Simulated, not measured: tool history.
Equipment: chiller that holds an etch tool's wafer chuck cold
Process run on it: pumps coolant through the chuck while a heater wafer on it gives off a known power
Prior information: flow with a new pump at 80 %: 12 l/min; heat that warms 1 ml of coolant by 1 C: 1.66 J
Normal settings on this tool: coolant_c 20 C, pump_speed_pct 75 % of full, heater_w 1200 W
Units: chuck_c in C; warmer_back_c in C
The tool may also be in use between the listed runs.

run 1 hour=0 | coolant_c=20 pump_speed_pct=75 heater_w=1200 | chuck_c=35 warmer_back_c=3.91
run 2 hour=66.2 | coolant_c=20 pump_speed_pct=96 heater_w=1200 | chuck_c=32.1 warmer_back_c=2.96
run 3 hour=157.8 | coolant_c=10 pump_speed_pct=96 heater_w=1200 | chuck_c=22 warmer_back_c=2.98
run 4 hour=245.4 | coolant_c=10 pump_speed_pct=91 heater_w=1200 | chuck_c=22.6 warmer_back_c=3.2
run 5 hour=396.8 | coolant_c=10 pump_speed_pct=91 heater_w=749 | chuck_c=17.9 warmer_back_c=2.03
run 6 hour=503.7 | coolant_c=11 pump_speed_pct=75 heater_w=1200 | chuck_c=25.9 warmer_back_c=3.91

Expected results for the next run?
run 7 hour=571.9 | coolant_c=11 pump_speed_pct=75 heater_w=1200 | chuck_c=? warmer_back_c=?

{"run 7": {"chuck_c": 25.8, "warmer_back_c": 3.93}}
With no hidden state in the tool, this same run would have given chuck_c 25.7 C, warmer_back_c 3.88 C.
